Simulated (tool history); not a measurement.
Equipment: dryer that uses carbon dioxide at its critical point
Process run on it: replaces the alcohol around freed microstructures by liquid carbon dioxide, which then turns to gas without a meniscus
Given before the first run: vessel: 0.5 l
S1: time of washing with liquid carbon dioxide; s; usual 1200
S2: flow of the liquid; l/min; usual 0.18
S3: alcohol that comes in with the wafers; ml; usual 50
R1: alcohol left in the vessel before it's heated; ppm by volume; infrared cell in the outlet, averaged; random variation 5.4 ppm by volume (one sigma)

run    day    S1     S2   S3   R1
  1      0  1200   0.18   50  223
  2  0.392  1200   0.18   50  226
  3  0.829  1200   0.18   50  234
  4  1.333  1200   0.18   21  154
  5  1.738  1200   0.18   50  234
  6    2.1  1200   0.18   50  249
  7  2.512  1200   0.18   50  239
  8  3.038  1200   0.18   50  254
  9   3.45  1200   0.18   50  244
 10  3.783  1680   0.18   50  114
 11  4.062  1620  0.125   87  545
 12  4.342   960  0.216  116  552
 13   4.75   960  0.216  116  561
 14  5.279   960  0.216  116  558
 15  5.733   960  0.216  116  570
 16  6.138   960  0.216  116  574
 17  6.612  1680  0.146   54  204
 18  7.129  1860  0.228   54  119
 19  7.488  1860  0.228   54  111

Selected run-to-run steps in R1, each split into two signed amounts: the part the tool would show with no hidden state at all (from settings, incoming material and random variation), and the remainder, which goes to the hidden state together with any gauge scatter not common to the measured and the hidden-state-free results:
The tool's hidden condition here consists of: flow that reaches the vessel past the clogged filter, %; alcohol in the recycled carbon dioxide, ppm; drift of the gauge itself on alcohol_ppm, %.
Run 10 -> 11: S1 1680 -> 1620, S2 0.18 -> 0.125, S3 50 -> 87. R1 +431 ppm by volume: hidden state +73, all else +358.
